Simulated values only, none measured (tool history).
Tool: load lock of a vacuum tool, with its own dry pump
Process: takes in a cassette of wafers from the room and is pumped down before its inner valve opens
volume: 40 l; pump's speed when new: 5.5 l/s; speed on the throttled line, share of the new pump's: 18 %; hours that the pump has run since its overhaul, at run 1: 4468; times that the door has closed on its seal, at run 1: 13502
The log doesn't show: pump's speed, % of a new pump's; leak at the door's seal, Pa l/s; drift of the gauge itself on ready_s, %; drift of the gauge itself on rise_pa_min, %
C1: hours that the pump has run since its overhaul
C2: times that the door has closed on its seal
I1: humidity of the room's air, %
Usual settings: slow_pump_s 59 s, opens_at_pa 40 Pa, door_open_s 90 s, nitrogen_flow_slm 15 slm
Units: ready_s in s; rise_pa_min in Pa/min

{"run": 1, "hour": 0.0, "slow_pump_s": 59, "opens_at_pa": 40, "door_open_s": 90, "nitrogen_flow_slm": 15, "C1": 4468, "C2": 13502, "I1": 41.6, "ready_s": 108, "rise_pa_min": 0.088}
{"run": 2, "hour": 638.1, "slow_pump_s": 59, "opens_at_pa": 40, "door_open_s": 90, "nitrogen_flow_slm": 15, "C1": 5106, "C2": 16202, "I1": 44.8, "ready_s": 108.6, "rise_pa_min": 0.115}
{"run": 3, "hour": 952.3, "slow_pump_s": 59, "opens_at_pa": 40, "door_open_s": 42, "nitrogen_flow_slm": 15, "C1": 5420, "C2": 17532, "I1": 45, "ready_s": 108, "rise_pa_min": 0.107}
{"run": 4, "hour": 1377.5, "slow_pump_s": 59, "opens_at_pa": 40, "door_open_s": 42, "nitrogen_flow_slm": 15, "C1": 5845, "C2": 19331, "I1": 45.8, "ready_s": 109.5, "rise_pa_min": 0.122}
{"run": 5, "hour": 1770.3, "slow_pump_s": 59, "opens_at_pa": 40, "door_open_s": 42, "nitrogen_flow_slm": 15, "C1": 6238, "C2": 20994, "I1": 44.9, "ready_s": 109.1, "rise_pa_min": 0.133}
{"run": 6, "hour": 2056.6, "slow_pump_s": 59, "opens_at_pa": 40, "door_open_s": 42, "nitrogen_flow_slm": 6, "C1": 6524, "C2": 22205, "I1": 40.5, "ready_s": 109.2, "rise_pa_min": 0.15}
{"run": 7, "hour": 2436.7, "slow_pump_s": 59, "opens_at_pa": 40, "door_open_s": 42, "nitrogen_flow_slm": 6, "C1": 6904, "C2": 23814, "I1": 41.6, "ready_s": 109, "rise_pa_min": 0.164}
{"run": 8, "hour": 2828.2, "slow_pump_s": 59, "opens_at_pa": 40, "door_open_s": 42, "nitrogen_flow_slm": 6, "C1": 7296, "C2": 25471, "I1": 44.8, "ready_s": 109.7, "rise_pa_min": 0.173}
{"run": 9, "hour": 3188.8, "slow_pump_s": 57, "opens_at_pa": 40, "door_open_s": 90, "nitrogen_flow_slm": 15, "C1": 7657, "C2": 26997, "I1": 42.7, "ready_s": 107.5, "rise_pa_min": 0.198}
{"run": 10, "hour": 3650.7, "slow_pump_s": 57, "opens_at_pa": 40, "door_open_s": 90, "nitrogen_flow_slm": 15, "C1": 8118, "C2": 28952, "I1": 43.1, "ready_s": 107.7, "rise_pa_min": 0.221}
{"run": 11, "hour": 4116.0, "slow_pump_s": 59, "opens_at_pa": 40, "door_open_s": 90, "nitrogen_flow_slm": 15, "C1": 8584, "C2": 30921, "I1": 41.9, "ready_s": 109.3, "rise_pa_min": 0.237}
{"run": 12, "hour": 4521.8, "slow_pump_s": 59, "opens_at_pa": 40, "door_open_s": 90, "nitrogen_flow_slm": 15, "C1": 8990, "C2": 32638, "I1": 43.7, "ready_s": 109.7, "rise_pa_min": 0.25}
{"run": 13, "hour": 4851.6, "slow_pump_s": 59, "opens_at_pa": 40, "door_open_s": 90, "nitrogen_flow_slm": 15, "C1": 9319, "C2": 34034, "I1": 41.9, "ready_s": 110.5, "rise_pa_min": 0.274}
{"run": 14, "hour": 5405.1, "slow_pump_s": 48, "opens_at_pa": 40, "door_open_s": 210, "nitrogen_flow_slm": 7, "C1": 9873, "C2": 36376, "I1": 44.3, "ready_s": 101.8, "rise_pa_min": 0.322}
{"run": 15, "hour": 6067.8, "slow_pump_s": 59, "opens_at_pa": 32, "door_open_s": 69, "nitrogen_flow_slm": 15, "C1": 10536, "C2": 39181, "I1": 45, "ready_s": 112.4, "rise_pa_min": 0.329}
{"run": 16, "hour": 6497.0, "slow_pump_s": 118, "opens_at_pa": 32, "door_open_s": 69, "nitrogen_flow_slm": 8, "C1": 10965, "C2": 40997, "I1": 46.9, "ready_s": 160.5, "rise_pa_min": 0.355}
{"run": 17, "hour": 6949.8, "slow_pump_s": 59, "opens_at_pa": 37, "door_open_s": 90, "nitrogen_flow_slm": 7, "C1": 11418, "C2": 42914, "I1": 42.4, "ready_s": 112.7, "rise_pa_min": 0.383}
{"run": 18, "hour": 7369.3, "slow_pump_s": 37, "opens_at_pa": 35, "door_open_s": 69, "nitrogen_flow_slm": 32, "C1": 11837, "C2": 44689, "I1": 45.8, "ready_s": 96.2, "rise_pa_min": 0.396}
{"run": 19, "hour": 7742.3, "slow_pump_s": 37, "opens_at_pa": 35, "door_open_s": 69, "nitrogen_flow_slm": 32, "C1": 12210, "C2": 46267, "I1": 43.1, "ready_s": 95.9, "rise_pa_min": 0.412}
{"run": 20, "hour": 8179.5, "slow_pump_s": 50, "opens_at_pa": 70, "door_open_s": 90, "nitrogen_flow_slm": 15, "C1": 12647, "C2": 48118, "I1": 43.7, "ready_s": 100.9, "rise_pa_min": 0.445}
{"run": 21, "hour": 8489.4, "slow_pump_s": 55, "opens_at_pa": 41, "door_open_s": 211, "nitrogen_flow_slm": 15, "C1": 12957, "C2": 49429, "I1": 46.8, "ready_s": 108.5, "rise_pa_min": 0.48}
{"run": 22, "hour": 9097.8, "slow_pump_s": 35, "opens_at_pa": 40, "door_open_s": 90, "nitrogen_flow_slm": 13, "C1": 13565, "C2": 52004, "I1": 40.9, "ready_s": 93.3, "rise_pa_min": 0.501}
{"hour": 9447.8, "done": "door's seal changed, seat wiped"}
{"run": 23, "hour": 9761.6, "slow_pump_s": 84, "opens_at_pa": 47, "door_open_s": 90, "nitrogen_flow_slm": 15, "C1": 14228, "C2": 1328, "I1": 45.8, "ready_s": 132.4, "rise_pa_min": 0.038}
{"run": 24, "hour": 10374.2, "slow_pump_s": 50, "opens_at_pa": 46, "door_open_s": 234, "nitrogen_flow_slm": 15, "C1": 14840, "C2": 3920, "I1": 42, "ready_s": 105, "rise_pa_min": 0.06}
{"run": 25, "hour": 10761.2, "slow_pump_s": 59, "opens_at_pa": 29, "door_open_s": 42, "nitrogen_flow_slm": 35, "C1": 15227, "C2": 5558, "I1": 42.9, "ready_s": 117.5, "rise_pa_min": 0.03}

4 ways to go on from here, each from the tool as it stands after run 25. What would each give?
{"run": "A", "hour": 11218.4, "slow_pump_s": 59, "opens_at_pa": 34, "door_open_s": 79, "nitrogen_flow_slm": 14, "C1": 15685, "C2": 7493, "I1": 46.1, "ready_s": "?", "rise_pa_min": "?"}
{"run": "B", "hour": 11218.4, "slow_pump_s": 59, "opens_at_pa": 29, "door_open_s": 59, "nitrogen_flow_slm": 35, "C1": 15685, "C2": 7493, "I1": 45.7, "ready_s": "?", "rise_pa_min": "?"}
{"run": "C", "hour": 11218.4, "slow_pump_s": 59, "opens_at_pa": 40, "door_open_s": 128, "nitrogen_flow_slm": 16, "C1": 15685, "C2": 7493, "I1": 41.3, "ready_s": "?", "rise_pa_min": "?"}
{"run": "D", "hour": 11218.4, "slow_pump_s": 35, "opens_at_pa": 51, "door_open_s": 90, "nitrogen_flow_slm": 15, "C1": 15685, "C2": 7493, "I1": 45.5, "ready_s": "?", "rise_pa_min": "?"}

run=A ready_s=116.5 rise_pa_min=0.054
run=B ready_s=116.4 rise_pa_min=0.043
run=C ready_s=113.2 rise_pa_min=0.061
run=D ready_s=93 rise_pa_min=0.051
Without the tool's hidden state the same runs would have given:
run=A ready_s=108 rise_pa_min=0.027
run=B ready_s=107.7 rise_pa_min=0.015
run=C ready_s=104.8 rise_pa_min=0.033
run=D ready_s=84.3 rise_pa_min=0.024

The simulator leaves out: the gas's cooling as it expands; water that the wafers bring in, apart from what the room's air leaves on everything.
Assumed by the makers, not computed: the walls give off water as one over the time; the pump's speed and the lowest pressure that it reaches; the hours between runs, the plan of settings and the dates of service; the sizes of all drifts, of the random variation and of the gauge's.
